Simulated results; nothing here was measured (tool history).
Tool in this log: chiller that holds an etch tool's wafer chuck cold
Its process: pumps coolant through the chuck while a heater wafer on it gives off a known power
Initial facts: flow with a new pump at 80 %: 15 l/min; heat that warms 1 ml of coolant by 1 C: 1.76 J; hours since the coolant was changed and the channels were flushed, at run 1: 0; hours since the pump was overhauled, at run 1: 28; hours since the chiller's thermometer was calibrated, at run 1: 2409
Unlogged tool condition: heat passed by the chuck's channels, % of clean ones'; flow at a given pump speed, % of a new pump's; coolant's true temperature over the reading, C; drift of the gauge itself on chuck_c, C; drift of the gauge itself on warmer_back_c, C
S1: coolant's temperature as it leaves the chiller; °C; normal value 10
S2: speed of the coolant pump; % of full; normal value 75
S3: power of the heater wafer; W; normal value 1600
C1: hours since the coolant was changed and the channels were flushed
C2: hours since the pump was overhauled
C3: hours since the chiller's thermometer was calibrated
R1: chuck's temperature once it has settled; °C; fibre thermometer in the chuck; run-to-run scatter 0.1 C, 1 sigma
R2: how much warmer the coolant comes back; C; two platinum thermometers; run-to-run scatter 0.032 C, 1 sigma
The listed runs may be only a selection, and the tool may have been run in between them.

Run 1, hour 0.0: usual settings; C1 0; C2 28; C3 2409. Result: R1 21.0 °C, R2 3.87 C.
Run 2, hour 99.5: usual settings; C1 99; C2 127; C3 2508. Result: R1 20.9 °C, R2 3.92 C.
Run 3, hour 203.2: usual settings; C1 203; C2 231; C3 2612. Result: R1 21.2 °C, R2 3.88 C.
Run 4, hour 345.6: usual settings but S3 1937 W; C1 346; C2 373; C3 2754. Result: R1 23.5 °C, R2 4.69 C.
Run 5, hour 530.5: usual settings but S3 1937 W; C1 531; C2 558; C3 2939. Result: R1 23.5 °C, R2 4.75 C.
Run 6, hour 652.2: usual settings but S3 1937 W; C1 652; C2 680; C3 3061. Result: R1 23.5 °C, R2 4.74 C.
Run 7, hour 758.6: usual settings but S3 1432 W; C1 759; C2 786; C3 3167. Result: R1 20.2 °C, R2 3.54 C.
Run 8, hour 898.7: usual settings; C1 899; C2 926; C3 3307. Result: R1 21.2 °C, R2 3.95 C.
Run 9, hour 1091.2: usual settings; C1 1091; C2 1119; C3 3500. Result: R1 21.3 °C, R2 3.99 C.
Run 10, hour 1173.6: usual settings; C1 1174; C2 1201; C3 3582. Result: R1 21.6 °C, R2 3.91 C.
Run 11, hour 1322.8: usual settings; C1 1323; C2 1350; C3 3731. Result: R1 21.6 °C, R2 3.96 C.
Run 12, hour 1403.6: usual settings but S1 6 °C, S2 92 % of full, S3 1381 W; C1 1404; C2 1431; C3 3812. Result: R1 14.8 °C, R2 2.82 C.
At hour 1468.9: chiller's thermometer calibrated.
Run 13, hour 1488.2: usual settings but S1 6 °C, S2 98 % of full, S3 860 W; C1 1487; C2 1515; C3 19. Result: R1 11.4 °C, R2 1.67 C.
Run 14, hour 1605.5: usual settings but S1 3 °C, S2 69 % of full, S3 2303 W; C1 1605; C2 1632; C3 137. Result: R1 20.8 °C, R2 6.32 C.
Run 15, hour 1804.2: usual settings but S3 886 W; C1 1803; C2 1831; C3 335. Result: R1 17.0 °C, R2 2.23 C.
Run 16, hour 1942.9: usual settings but S3 886 W; C1 1942; C2 1969; C3 474. Result: R1 16.8 °C, R2 2.21 C.
Run 17, hour 2081.6: usual settings but S3 886 W; C1 2081; C2 2108; C3 613. Result: R1 16.8 °C, R2 2.22 C.
At hour 2215.9: chiller's thermometer calibrated, once more.
Run 18, hour 2260.5: usual settings but S1 2 °C, S2 97 % of full, S3 886 W; C1 2258; C2 2286; C3 45. Result: R1 7.5 °C, R2 1.74 C.
Run 19, hour 2382.2: usual settings but S1 1 °C, S2 68 % of full, S3 2033 W; C1 2380; C2 2408; C3 166. Result: R1 16.9 °C, R2 5.66 C.
Run 20, hour 2534.7: usual settings but S1 1 °C, S2 68 % of full, S3 2033 W; C1 2533; C2 2560; C3 319. Result: R1 16.9 °C, R2 5.68 C.
Run 21, hour 2716.4: usual settings but S1 1 °C, S2 68 % of full, S3 2033 W; C1 2714; C2 2742; C3 501. Result: R1 17.1 °C, R2 5.72 C.
Run 22, hour 2845.4: usual settings but S1 1 °C, S2 78 % of full, S3 2076 W; C1 2843; C2 2871; C3 630. Result: R1 16.1 °C, R2 5.07 C.

Each row is a separate what-if for the run after 22, all from the same tool condition, not one after another. Results?
Run A, hour 2949.0: usual settings but S1 19 °C; C1 2947; C2 2975; C3 733. Result: R1 ?, R2 ?.
Run B, hour 2949.0: usual settings but S1 17 °C, S2 93 % of full, S3 2076 W; C1 2947; C2 2975; C3 733. Result: R1 ?, R2 ?.
Run C, hour 2949.0: usual settings but S1 2 °C, S2 95 % of full, S3 901 W; C1 2947; C2 2975; C3 733. Result: R1 ?, R2 ?.
Run D, hour 2949.0: usual settings but S1 17 °C, S2 82 % of full, S3 1992 W; C1 2947; C2 2975; C3 733. Result: R1 ?, R2 ?.
Run E, hour 2949.0: usual settings but S2 70 % of full; C1 2947; C2 2975; C3 733. Result: R1 ?, R2 ?.

run    R1    R2
  A  31.1  4.10
  B  30.3  4.28
  C   7.8  1.81
  D  31.0  4.61
  E  22.5  4.37
With no hidden state in the tool, these same runs would have given:
run    R1    R2
  A  29.9  3.89
  B  29.0  4.06
  C   7.2  1.72
  D  29.6  4.37
  E  21.2  4.14
